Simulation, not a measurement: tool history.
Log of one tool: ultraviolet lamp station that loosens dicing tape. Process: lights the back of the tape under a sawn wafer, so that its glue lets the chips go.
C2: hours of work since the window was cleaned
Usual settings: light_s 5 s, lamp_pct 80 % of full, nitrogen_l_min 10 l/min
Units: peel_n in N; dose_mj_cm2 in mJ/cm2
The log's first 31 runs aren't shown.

Run 32, day 76.667: usual settings but nitrogen_l_min 6 l/min; hours of work of the lamp 100; C2 534. Result: peel_n 0.435 N, dose_mj_cm2 257 mJ/cm2.
At day 78.046: window cleaned of glue's vapour.
Run 33, day 79.654: usual settings but light_s 8 s, lamp_pct 60 % of full, nitrogen_l_min 7 l/min; hours of work of the lamp 154; C2 29. Result: peel_n 0.279 N, dose_mj_cm2 314 mJ/cm2.
Run 34, day 81.912: usual settings but light_s 8 s, lamp_pct 60 % of full, nitrogen_l_min 7 l/min; hours of work of the lamp 195; C2 70. Result: peel_n 0.278 N, dose_mj_cm2 312 mJ/cm2.
Run 35, day 83.338: usual settings but nitrogen_l_min 18 l/min; hours of work of the lamp 221; C2 96. Result: peel_n 0.223 N, dose_mj_cm2 263 mJ/cm2.
Run 36, day 86.388: usual settings but nitrogen_l_min 18 l/min; hours of work of the lamp 277; C2 152. Result: peel_n 0.221 N, dose_mj_cm2 264 mJ/cm2.
Run 37, day 88.775: usual settings but light_s 6 s, lamp_pct 83 % of full, nitrogen_l_min 13 l/min; hours of work of the lamp 320; C2 195. Result: peel_n 0.211 N, dose_mj_cm2 325 mJ/cm2.
Run 38, day 92.046: usual settings but light_s 9 s; hours of work of the lamp 380; C2 255. Result: peel_n 0.185 N, dose_mj_cm2 465 mJ/cm2.
Run 39, day 93.838: usual settings but light_s 9 s; hours of work of the lamp 412; C2 288. Result: peel_n 0.184 N, dose_mj_cm2 471 mJ/cm2.
Run 40, day 95.733: usual settings but light_s 9 s, nitrogen_l_min 13 l/min; hours of work of the lamp 447; C2 322. Result: peel_n 0.187 N, dose_mj_cm2 470 mJ/cm2.
Run 41, day 98.854: usual settings but light_s 7 s, lamp_pct 79 % of full, nitrogen_l_min 7 l/min; hours of work of the lamp 504; C2 379. Result: peel_n 0.23 N, dose_mj_cm2 363 mJ/cm2.
Run 42, day 101.242: usual settings but light_s 7 s, lamp_pct 79 % of full, nitrogen_l_min 7 l/min; hours of work of the lamp 547; C2 422. Result: peel_n 0.241 N, dose_mj_cm2 358 mJ/cm2.

4 ways to go on from here, each from the tool as it stands after run 42. What would each give?
Run A, day 103.604: usual settings but lamp_pct 84 % of full; hours of work of the lamp 590; C2 465. Result: peel_n ?, dose_mj_cm2 ?.
Run B, day 103.604: usual settings but light_s 7 s, nitrogen_l_min 5 l/min; hours of work of the lamp 590; C2 465. Result: peel_n ?, dose_mj_cm2 ?.
Run C, day 103.604: usual settings but light_s 3 s, lamp_pct 65 % of full; hours of work of the lamp 590; C2 465. Result: peel_n ?, dose_mj_cm2 ?.
Run D, day 103.604: usual settings but light_s 9 s, lamp_pct 72 % of full, nitrogen_l_min 7 l/min; hours of work of the lamp 590; C2 465. Result: peel_n ?, dose_mj_cm2 ?.

run  peel_n  dose_mj_cm2
  A   0.275          278
  B   0.292          362
  C   1.064          124
  D   0.194          423
Without the tool's hidden state the same runs would have given:
run  peel_n  dose_mj_cm2
  A   0.274          278
  B   0.291          363
  C   1.058          125
  D   0.194          425
